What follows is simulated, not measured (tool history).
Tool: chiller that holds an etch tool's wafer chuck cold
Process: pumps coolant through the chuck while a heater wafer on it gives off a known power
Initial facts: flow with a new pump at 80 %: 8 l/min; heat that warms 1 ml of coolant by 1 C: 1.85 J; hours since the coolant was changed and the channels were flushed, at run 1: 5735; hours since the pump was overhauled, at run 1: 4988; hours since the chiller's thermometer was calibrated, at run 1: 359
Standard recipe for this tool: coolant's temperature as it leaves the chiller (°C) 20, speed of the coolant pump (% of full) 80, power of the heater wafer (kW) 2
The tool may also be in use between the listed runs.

| run | hour | coolant's temperature as it leaves the chiller (°C) | speed of the coolant pump (% of full) | power of the heater wafer (kW) | hours since the coolant was changed and the channels were flushed | hours since the pump was overhauled | hours since the chiller's thermometer was calibrated | chuck's temperature once it has settled (°C) | how much warmer the coolant comes back (C) |
|---|---|---|---|---|---|---|---|---|---|
| 1 | 0 | 20 | 80 | 2 | 5735 | 4988 | 359 | 45.4 | 8.11 |
| 2 | 138.2 | 20 | 80 | 2 | 5873 | 5127 | 497 | 45.5 | 8.11 |
| 3 | 303 | 21 | 80 | 2 | 6038 | 5291 | 662 | 46.1 | 8.04 |
| 4 | 409.7 | 21 | 80 | 2 | 6145 | 5398 | 769 | 46.4 | 8.07 |
| 5 | 504.3 | 21 | 80 | 2 | 6240 | 5493 | 863 | 46.1 | 8.13 |
| 6 | 578.4 | 20 | 80 | 2 | 6314 | 5567 | 937 | 45.3 | 8.08 |
| 7 | 733.4 | 20 | 80 | 2 | 6469 | 5722 | 1092 | 45.3 | 8.02 |
| 8 | 847.1 | 20 | 80 | 2 | 6582 | 5835 | 1206 | 45.5 | 8.03 |
| 9 | 973.8 | 20 | 80 | 2 | 6709 | 5962 | 1333 | 45.3 | 7.96 |
| 10 | 1135.8 | 20 | 80 | 2.595 | 6871 | 6124 | 1495 | 52.7 | 10.45 |
| 11 | 1268.5 | 20 | 80 | 2.595 | 7004 | 6257 | 1628 | 52.8 | 10.42 |
| 12 | 1423.4 | 20 | 80 | 2.595 | 7159 | 6412 | 1782 | 52.8 | 10.53 |
| 13 | 1574.1 | 20 | 80 | 2.595 | 7309 | 6563 | 1933 | 52.9 | 10.57 |
| 14 | 1707.4 | 20 | 69 | 2 | 7443 | 6696 | 2067 | 49.1 | 9.5 |
| 15 | 1798 | 20 | 69 | 2 | 7533 | 6786 | 2157 | 48.9 | 9.58 |
| 16 | 1874.2 | 13 | 81 | 1.765 | 7609 | 6863 | 2233 | 35.1 | 7.02 |
| 17 | 1962.5 | 17 | 61 | 1.143 | 7698 | 6951 | 2322 | 35.4 | 6.25 |
| 18 | 2075.1 | 17 | 61 | 1.143 | 7810 | 7064 | 2434 | 35.5 | 6.29 |
| 19 | 2184.4 | 16 | 70 | 2 | 7920 | 7173 | 2544 | 44.6 | 9.46 |
| 20 | 2266.1 | 30 | 88 | 2 | 8001 | 7255 | 2625 | 53.1 | 7.27 |
| 21 | 2361.8 | 15 | 83 | 1.871 | 8097 | 7350 | 2721 | 38 | 7.21 |
| 22 | 2453.2 | 15 | 64 | 1.377 | 8188 | 7442 | 2812 | 36.5 | 7.14 |
| 23 | 2526.5 | 15 | 64 | 1.377 | 8262 | 7515 | 2886 | 36.5 | 7.19 |
| 24 | 2661.7 | 15 | 64 | 1.377 | 8397 | 7650 | 3021 | 36.4 | 7.18 |
| 25 | 2736.7 | 15 | 64 | 1.377 | 8472 | 7725 | 3096 | 36.4 | 7.21 |
| 26 | 2820.9 | 15 | 73 | 1.377 | 8556 | 7809 | 3180 | 34.2 | 6.17 |
| 27 | 2931.5 | 15 | 64 | 1.528 | 8667 | 7920 | 3291 | 38.9 | 8.01 |
| 28 | 3072 | 11 | 99 | 1.528 | 8807 | 8060 | 3431 | 27.1 | 4.75 |
| 29 | 3169.1 | 11 | 64 | 1.528 | 8904 | 8158 | 3528 | 34.9 | 7.97 |
|  | 3230 | chiller's thermometer calibrated |
| 30 | 3253.9 | 20 | 89 | 1.026 | 8988 | 8241 | 24 | 31.9 | 3.6 |

Hidden state at the last listed run before each entry between runs and at the first one after, where it differs:
Run 29 -> run 30: chiller's thermometer calibrated (hour 3230)
  the hidden state is the same at both runs

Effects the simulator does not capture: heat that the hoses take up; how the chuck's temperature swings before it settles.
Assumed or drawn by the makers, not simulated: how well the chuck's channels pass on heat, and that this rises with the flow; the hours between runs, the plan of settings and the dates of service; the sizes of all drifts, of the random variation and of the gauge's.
